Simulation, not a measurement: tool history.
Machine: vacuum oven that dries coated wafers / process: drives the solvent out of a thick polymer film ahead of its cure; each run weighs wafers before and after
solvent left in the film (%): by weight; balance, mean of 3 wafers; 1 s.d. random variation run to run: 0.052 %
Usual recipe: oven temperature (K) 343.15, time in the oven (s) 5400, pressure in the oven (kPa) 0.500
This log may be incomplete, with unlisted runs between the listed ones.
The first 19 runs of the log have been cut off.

Run 20, hour 168.8: usual settings but time in the oven (s) 4380. Result: solvent left in the film (%) 2.50.
Run 21, hour 176.6: usual settings but time in the oven (s) 4380. Result: solvent left in the film (%) 2.56.
Run 22, hour 183.9: usual settings but time in the oven (s) 4380. Result: solvent left in the film (%) 2.41.
Run 23, hour 196.2: usual settings but oven temperature (K) 354.15, time in the oven (s) 9480, pressure in the oven (kPa) 1.267. Result: solvent left in the film (%) 0.63.
Run 24, hour 207.0: usual settings but oven temperature (K) 353.15, time in the oven (s) 4500. Result: solvent left in the film (%) 0.74.
Run 25, hour 214.6: usual settings but oven temperature (K) 353.15, time in the oven (s) 8760, pressure in the oven (kPa) 1.045. Result: solvent left in the film (%) 0.55.
Run 26, hour 224.5: usual settings but oven temperature (K) 347.15, time in the oven (s) 3840, pressure in the oven (kPa) 0.318. Result: solvent left in the film (%) 1.97.
Run 27, hour 233.3: usual settings but oven temperature (K) 335.15, pressure in the oven (kPa) 0.390. Result: solvent left in the film (%) 3.99.
Run 28, hour 245.9: usual settings but time in the oven (s) 5340, pressure in the oven (kPa) 0.522. Result: solvent left in the film (%) 1.83.
At hour 254.8: oven's thermocouples calibrated.
Run 29, hour 259.4: usual settings but time in the oven (s) 4020. Result: solvent left in the film (%) 2.22.
Run 30, hour 270.8: usual settings but oven temperature (K) 339.15, time in the oven (s) 6600, pressure in the oven (kPa) 1.641. Result: solvent left in the film (%) 2.49.
Run 31, hour 284.3: usual settings but oven temperature (K) 336.15, time in the oven (s) 6600, pressure in the oven (kPa) 1.587. Result: solvent left in the film (%) 3.25.
Run 32, hour 293.5: usual settings but oven temperature (K) 354.15, pressure in the oven (kPa) 0.997. Result: solvent left in the film (%) 0.46.
Run 33, hour 306.0: usual settings but oven temperature (K) 337.15. Result: solvent left in the film (%) 2.86.
Run 34, hour 316.6: usual settings but oven temperature (K) 337.15. Result: solvent left in the film (%) 2.90.
Run 35, hour 326.9: usual settings but time in the oven (s) 4800. Result: solvent left in the film (%) 1.82.
Run 36, hour 337.2: usual settings but time in the oven (s) 4800. Result: solvent left in the film (%) 1.79.
Run 37, hour 347.2: usual settings but time in the oven (s) 4800. Result: solvent left in the film (%) 1.82.
Run 38, hour 357.8: usual settings but oven temperature (K) 329.15, time in the oven (s) 8640, pressure in the oven (kPa) 0.383. Result: solvent left in the film (%) 3.40.

Below are 5 alternative next runs, each starting from the tool's condition after run 38. Predict each:
Run A, hour 366.7: usual settings but oven temperature (K) 350.15, time in the oven (s) 8640, pressure in the oven (kPa) 0.383. Result: solvent left in the film (%) ?.
Run B, hour 366.7: usual settings but oven temperature (K) 332.15, time in the oven (s) 8580, pressure in the oven (kPa) 0.276. Result: solvent left in the film (%) ?.
Run C, hour 366.7: usual settings but oven temperature (K) 345.15, time in the oven (s) 6180, pressure in the oven (kPa) 0.631. Result: solvent left in the film (%) ?.
Run D, hour 366.7: usual settings but oven temperature (K) 358.15, time in the oven (s) 8640, pressure in the oven (kPa) 0.383. Result: solvent left in the film (%) ?.
Run E, hour 366.7: usual settings but oven temperature (K) 329.15. Result: solvent left in the film (%) ?.

run  solvent left in the film (%)
  A                          0.34
  B                          2.43
  C                          0.95
  D                          0.10
  E                          5.35
The same runs, with their run-to-run variation unchanged, on a tool lacking any hidden condition would have given:
run  solvent left in the film (%)
  A                          0.31
  B                          2.29
  C                          0.88
  D                          0.08
  E                          5.21
